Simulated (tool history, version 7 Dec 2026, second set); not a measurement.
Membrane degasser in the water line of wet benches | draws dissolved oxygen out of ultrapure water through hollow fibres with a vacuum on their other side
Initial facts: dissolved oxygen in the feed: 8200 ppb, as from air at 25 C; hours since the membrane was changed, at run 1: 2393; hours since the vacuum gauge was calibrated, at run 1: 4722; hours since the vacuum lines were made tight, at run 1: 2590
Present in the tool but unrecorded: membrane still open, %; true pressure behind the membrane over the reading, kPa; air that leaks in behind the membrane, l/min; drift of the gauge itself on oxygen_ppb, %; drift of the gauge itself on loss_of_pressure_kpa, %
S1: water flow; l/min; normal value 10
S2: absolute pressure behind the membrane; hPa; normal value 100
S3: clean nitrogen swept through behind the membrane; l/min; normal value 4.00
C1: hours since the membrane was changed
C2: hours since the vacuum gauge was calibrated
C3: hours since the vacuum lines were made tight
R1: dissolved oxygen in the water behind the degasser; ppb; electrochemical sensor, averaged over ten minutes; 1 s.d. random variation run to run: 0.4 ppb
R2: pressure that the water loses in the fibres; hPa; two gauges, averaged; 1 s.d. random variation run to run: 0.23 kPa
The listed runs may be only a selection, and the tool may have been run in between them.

run,hour,S1,S2,S3,C1,C2,C3,R1,R2
1,0.0,10,100,4.00,2393,4722,2590,46.6,597.6
2,89.2,10,100,4.00,2482,4811,2679,46.5,596.5
3,168.5,14,100,4.00,2562,4891,2759,69.3,835.2
4,272.2,14,100,4.00,2665,4994,2862,69.6,838.1
5,368.3,14,100,4.00,2761,5090,2958,70.4,838.4
6,527.1,10,100,4.00,2920,5249,3117,47.1,597.8
7,619.1,10,100,4.00,3012,5341,3209,46.7,597.0
8,701.6,10,100,4.00,3095,5424,3292,47.0,597.4
9,811.7,10,100,4.00,3205,5534,3402,47.3,600.9
10,950.2,10,72,4.00,3343,5672,3540,29.0,599.9
11,1081.9,10,72,4.00,3475,5804,3672,29.4,604.1
# hour 1220.4: vacuum gauge calibrated
12,1226.2,7,96,1.65,3619,6,3816,71.2,421.0
13,1311.3,7,100,4.00,3704,91,3901,32.1,416.4
14,1437.7,13,189,5.00,3830,217,4027,110.1,785.8
15,1569.5,14,189,5.00,3962,349,4159,121.2,847.6
16,1730.2,14,189,5.00,4123,510,4320,120.0,840.0
17,1802.0,14,189,5.00,4195,582,4392,120.8,845.1
18,1910.8,8,154,4.36,4303,690,4500,59.5,485.1
19,2036.5,10,67,3.18,4429,816,4626,31.0,604.9
# hour 2056.0: seals of the vacuum lines changed
20,2206.7,10,247,10.53,4597,984,151,53.8,606.5

Measured result minus the same run's result without the hidden state. Both carry the same run-to-run variation, though not necessarily the same gauge scatter:
run,R1,R2
1,+2.4,+8.4
2,+2.5,+8.7
3,+3.5,+12.6
4,+3.6,+13.1
5,+3.7,+13.5
6,+2.9,+10.2
7,+2.9,+10.5
8,+3.0,+10.7
9,+3.0,+11.1
10,+2.5,+11.6
11,+2.6,+12.1
12,+3.9,+8.7
13,+2.0,+8.9
14,+4.3,+17.2
15,+4.9,+19.2
16,+5.0,+19.6
17,+5.1,+20.1
18,+3.6,+11.7
19,+2.2,+15.1
20,+0.8,+15.8
